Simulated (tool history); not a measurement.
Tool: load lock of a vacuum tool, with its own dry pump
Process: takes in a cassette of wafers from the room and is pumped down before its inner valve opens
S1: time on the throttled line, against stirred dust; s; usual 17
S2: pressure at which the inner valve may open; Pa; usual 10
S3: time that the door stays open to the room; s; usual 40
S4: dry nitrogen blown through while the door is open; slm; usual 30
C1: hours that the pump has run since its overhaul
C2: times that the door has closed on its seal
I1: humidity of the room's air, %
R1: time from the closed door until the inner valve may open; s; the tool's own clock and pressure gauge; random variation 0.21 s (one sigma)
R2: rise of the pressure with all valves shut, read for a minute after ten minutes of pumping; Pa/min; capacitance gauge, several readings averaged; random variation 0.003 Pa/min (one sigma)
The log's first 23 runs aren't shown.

run	hour	S1	S2	S3	S4	C1	C2	I1	R1	R2
24	6183.2	8	10	40	30	557	35368	43.6	22.1	0.37
25	6505	8	12	40	5	879	36002	45.2	21.7	0.392
26	6812.7	11	10	183	30	1186	36607	45	24.8	0.396
27	7064.6	27	15	149	7	1438	37103	49.3	37.1	0.434
28	7435.1	27	15	149	7	1809	37832	48.6	37.1	0.434
29	7593.5	27	15	149	7	1967	38143	46.1	37.1	0.447
30	7819.1	17	19	62	30	2193	38587	48.2	28.8	0.418
31	8076.1	17	17	62	20	2450	39093	45.5	28.5	0.426
32	8408.6	14	17	27	7	2782	39747	42.2	26.7	0.431
33	8611.9	14	17	27	7	2986	40147	47.2	26.3	0.456
34	8867.9	17	10	40	21	3242	40650	44.2	29.8	0.451
35	9085.7	17	10	40	21	3459	41079	44.7	30.1	0.45
36	9410.6	17	10	40	21	3784	41718	48	29.9	0.475
37	9757.5	17	10	40	21	4131	42401	43.5	30.3	0.47
38	10074.9	17	7	48	30	4449	43025	44.1	31	0.485

Forecast each of these 3 alternatives for the next run:
A	10458.9	15	7	60	30	4833	43781	45.5	?	?
B	10458.9	17	7	41	30	4833	43781	43.9	?	?
C	10458.9	21	7	235	5	4833	43781	45.4	?	?

run	R1	R2
A	29.5	0.503
B	30.8	0.491
C	34.7	0.559
Without the tool's hidden state the same runs would have given:
run	R1	R2
A	28.2	0.04
B	29.5	0.027
C	33.5	0.091
